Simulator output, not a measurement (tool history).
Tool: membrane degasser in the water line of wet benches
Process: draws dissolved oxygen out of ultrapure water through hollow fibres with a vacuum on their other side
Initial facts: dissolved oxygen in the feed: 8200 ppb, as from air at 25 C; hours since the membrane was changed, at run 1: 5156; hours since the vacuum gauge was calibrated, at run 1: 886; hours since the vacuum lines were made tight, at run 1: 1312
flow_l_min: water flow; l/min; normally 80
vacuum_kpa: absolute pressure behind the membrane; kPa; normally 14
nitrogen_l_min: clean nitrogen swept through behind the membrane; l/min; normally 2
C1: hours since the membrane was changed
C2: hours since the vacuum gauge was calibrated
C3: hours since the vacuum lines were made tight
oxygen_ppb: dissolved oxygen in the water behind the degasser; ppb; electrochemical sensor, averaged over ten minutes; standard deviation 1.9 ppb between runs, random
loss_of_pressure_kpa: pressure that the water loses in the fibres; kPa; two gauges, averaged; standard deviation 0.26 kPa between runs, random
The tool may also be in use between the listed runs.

run 1 day=0 | flow_l_min=80 vacuum_kpa=14 nitrogen_l_min=2 | C1=5156 C2=886 C3=1312 | oxygen_ppb=815.3 loss_of_pressure_kpa=72.07
run 2 day=3.5 | flow_l_min=80 vacuum_kpa=13.8 nitrogen_l_min=2 | C1=5240 C2=970 C3=1396 | oxygen_ppb=802 loss_of_pressure_kpa=71.6
run 3 day=7.512 | flow_l_min=80 vacuum_kpa=14 nitrogen_l_min=2 | C1=5337 C2=1066 C3=1492 | oxygen_ppb=816.4 loss_of_pressure_kpa=71.51
run 4 day=12.983 | flow_l_min=80 vacuum_kpa=14 nitrogen_l_min=2 | C1=5468 C2=1198 C3=1624 | oxygen_ppb=818.8 loss_of_pressure_kpa=70.93
run 5 day=17.029 | flow_l_min=80 vacuum_kpa=14 nitrogen_l_min=2 | C1=5565 C2=1295 C3=1721 | oxygen_ppb=818.9 loss_of_pressure_kpa=71.62
run 6 day=22.354 | flow_l_min=80 vacuum_kpa=14 nitrogen_l_min=2 | C1=5693 C2=1422 C3=1849 | oxygen_ppb=821.6 loss_of_pressure_kpa=71.82
run 7 day=26.425 | flow_l_min=80 vacuum_kpa=14 nitrogen_l_min=2 | C1=5791 C2=1520 C3=1946 | oxygen_ppb=820.2 loss_of_pressure_kpa=72.04
run 8 day=29.492 | flow_l_min=80 vacuum_kpa=14 nitrogen_l_min=2 | C1=5864 C2=1594 C3=2020 | oxygen_ppb=815 loss_of_pressure_kpa=72.04
run 9 day=33.925 | flow_l_min=52 vacuum_kpa=14 nitrogen_l_min=2 | C1=5971 C2=1700 C3=2126 | oxygen_ppb=576.4 loss_of_pressure_kpa=46.78
run 10 day=36.658 | flow_l_min=66 vacuum_kpa=14 nitrogen_l_min=2 | C1=6036 C2=1766 C3=2192 | oxygen_ppb=703.6 loss_of_pressure_kpa=59.39
run 11 day=41.496 | flow_l_min=66 vacuum_kpa=14 nitrogen_l_min=2 | C1=6152 C2=1882 C3=2308 | oxygen_ppb=701.9 loss_of_pressure_kpa=59.61
run 12 day=45.779 | flow_l_min=66 vacuum_kpa=14 nitrogen_l_min=2 | C1=6255 C2=1985 C3=2411 | oxygen_ppb=701.3 loss_of_pressure_kpa=59.49
run 13 day=49.062 | flow_l_min=66 vacuum_kpa=14 nitrogen_l_min=2 | C1=6334 C2=2063 C3=2490 | oxygen_ppb=699.7 loss_of_pressure_kpa=59.22
run 14 day=52.775 | flow_l_min=66 vacuum_kpa=8.7 nitrogen_l_min=2 | C1=6423 C2=2152 C3=2579 | oxygen_ppb=377.2 loss_of_pressure_kpa=59.39
run 15 day=55.992 | flow_l_min=66 vacuum_kpa=8.7 nitrogen_l_min=2 | C1=6500 C2=2230 C3=2656 | oxygen_ppb=378.7 loss_of_pressure_kpa=59.55
run 16 day=61.721 | flow_l_min=66 vacuum_kpa=8.7 nitrogen_l_min=2 | C1=6638 C2=2367 C3=2793 | oxygen_ppb=379 loss_of_pressure_kpa=59.26
run 17 day=64.962 | flow_l_min=96 vacuum_kpa=14.6 nitrogen_l_min=5.52 | C1=6715 C2=2445 C3=2871 | oxygen_ppb=464.7 loss_of_pressure_kpa=86.02
run 18 day=69.117 | flow_l_min=55 vacuum_kpa=14 nitrogen_l_min=2 | C1=6815 C2=2545 C3=2971 | oxygen_ppb=604.6 loss_of_pressure_kpa=49.7
run 19 day=75.15 | flow_l_min=80 vacuum_kpa=19.7 nitrogen_l_min=2 | C1=6960 C2=2690 C3=3116 | oxygen_ppb=1187.3 loss_of_pressure_kpa=72.41
run 20 day=78.7 | flow_l_min=100 vacuum_kpa=27.7 nitrogen_l_min=0.96 | C1=7045 C2=2775 C3=3201 | oxygen_ppb=2936.9 loss_of_pressure_kpa=90.07
run 21 day=82.829 | flow_l_min=100 vacuum_kpa=27.7 nitrogen_l_min=0.96 | C1=7144 C2=2874 C3=3300 | oxygen_ppb=2941.5 loss_of_pressure_kpa=90.23
run 22 day=86.15 | flow_l_min=59 vacuum_kpa=26.6 nitrogen_l_min=3.65 | C1=7224 C2=2953 C3=3380 | oxygen_ppb=795.3 loss_of_pressure_kpa=53.22
run 23 day=91.142 | flow_l_min=52 vacuum_kpa=11.6 nitrogen_l_min=5.62 | C1=7344 C2=3073 C3=3499 | oxygen_ppb=186.7 loss_of_pressure_kpa=46.76
run 24 day=93.692 | flow_l_min=84 vacuum_kpa=14 nitrogen_l_min=0.96 | C1=7405 C2=3134 C3=3561 | oxygen_ppb=1381.5 loss_of_pressure_kpa=76.06
run 25 day=99.562 | flow_l_min=80 vacuum_kpa=14 nitrogen_l_min=5.55 | C1=7546 C2=3275 C3=3702 | oxygen_ppb=366.3 loss_of_pressure_kpa=72.11
run 26 day=104.579 | flow_l_min=69 vacuum_kpa=14 nitrogen_l_min=3.1 | C1=7666 C2=3396 C3=3822 | oxygen_ppb=515.4 loss_of_pressure_kpa=62.42
run 27 day=109.942 | flow_l_min=99 vacuum_kpa=26.8 nitrogen_l_min=0.86 | C1=7795 C2=3524 C3=3951 | oxygen_ppb=2994.9 loss_of_pressure_kpa=89.51

4 options for the next run, each taken on its own from the tool as it stands now. Forecast them:
run A day=116.125 | flow_l_min=80 vacuum_kpa=21.7 nitrogen_l_min=1.48 | C1=7943 C2=3673 C3=4099 | oxygen_ppb=? loss_of_pressure_kpa=?
run B day=116.125 | flow_l_min=59 vacuum_kpa=15 nitrogen_l_min=1.26 | C1=7943 C2=3673 C3=4099 | oxygen_ppb=? loss_of_pressure_kpa=?
run C day=116.125 | flow_l_min=126 vacuum_kpa=14 nitrogen_l_min=3.05 | C1=7943 C2=3673 C3=4099 | oxygen_ppb=? loss_of_pressure_kpa=?
run D day=116.125 | flow_l_min=99 vacuum_kpa=11.5 nitrogen_l_min=2.51 | C1=7943 C2=3673 C3=4099 | oxygen_ppb=? loss_of_pressure_kpa=?

run=A oxygen_ppb=1614.2 loss_of_pressure_kpa=72.34
run=B oxygen_ppb=985.1 loss_of_pressure_kpa=53.41
run=C oxygen_ppb=889.3 loss_of_pressure_kpa=113.84
run=D oxygen_ppb=661.9 loss_of_pressure_kpa=89.24
Without the tool's hidden state the same runs would have given:
run=A oxygen_ppb=1603.2 loss_of_pressure_kpa=69.94
run=B oxygen_ppb=975.1 loss_of_pressure_kpa=51.65
run=C oxygen_ppb=871.4 loss_of_pressure_kpa=110.07
run=D oxygen_ppb=647.7 loss_of_pressure_kpa=86.28
